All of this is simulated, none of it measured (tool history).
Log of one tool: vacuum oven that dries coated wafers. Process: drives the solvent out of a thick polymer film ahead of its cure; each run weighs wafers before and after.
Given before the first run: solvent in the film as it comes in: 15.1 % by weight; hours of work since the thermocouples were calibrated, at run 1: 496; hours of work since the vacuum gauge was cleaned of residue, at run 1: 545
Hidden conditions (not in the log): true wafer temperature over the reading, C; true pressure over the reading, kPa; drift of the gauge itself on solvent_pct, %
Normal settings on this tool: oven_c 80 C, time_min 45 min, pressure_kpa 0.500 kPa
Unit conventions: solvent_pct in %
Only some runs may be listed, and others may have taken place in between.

| run | hour | oven_c | time_min | pressure_kpa | hours of work since the thermocouples were calibrated | hours of work since the vacuum gauge was cleaned of residue | solvent_pct |
|---|---|---|---|---|---|---|---|
| 1 | 0.0 | 80 | 45 | 0.500 | 496 | 545 | 1.82 |
| 2 | 15.6 | 88 | 45 | 0.500 | 506 | 555 | 0.88 |
| 3 | 36.3 | 80 | 45 | 0.500 | 519 | 568 | 1.97 |
| 4 | 53.1 | 80 | 45 | 0.500 | 530 | 579 | 1.80 |
| 5 | 75.9 | 80 | 45 | 0.500 | 544 | 593 | 1.80 |
| 6 | 89.9 | 80 | 45 | 0.500 | 553 | 602 | 1.74 |
| 7 | 102.7 | 80 | 45 | 0.500 | 561 | 610 | 1.90 |
| 8 | 116.8 | 80 | 45 | 0.500 | 570 | 619 | 1.77 |
| 9 | 140.3 | 80 | 45 | 0.500 | 585 | 634 | 1.84 |
| 10 | 160.2 | 80 | 45 | 0.500 | 598 | 647 | 1.84 |
| 11 | 178.4 | 80 | 45 | 0.281 | 610 | 659 | 1.67 |
| 12 | 203.4 | 80 | 61 | 0.665 | 626 | 675 | 1.61 |
| 13 | 225.2 | 80 | 61 | 0.665 | 640 | 689 | 1.56 |
| 14 | 238.1 | 80 | 61 | 0.665 | 648 | 697 | 1.62 |
| 15 | 253.0 | 90 | 49 | 0.500 | 657 | 706 | 0.76 |
| 16 | 267.5 | 89 | 49 | 1.156 | 667 | 716 | 1.42 |

Expected results for the next run?
| 17 | 290.7 | 82 | 45 | 0.418 | 681 | 731 | ? |

{"run 17": {"solvent_pct": 1.48}}
Take away the tool's hidden state, keep the run-to-run variation as it was, and the same run would have given solvent_pct 1.22 %.

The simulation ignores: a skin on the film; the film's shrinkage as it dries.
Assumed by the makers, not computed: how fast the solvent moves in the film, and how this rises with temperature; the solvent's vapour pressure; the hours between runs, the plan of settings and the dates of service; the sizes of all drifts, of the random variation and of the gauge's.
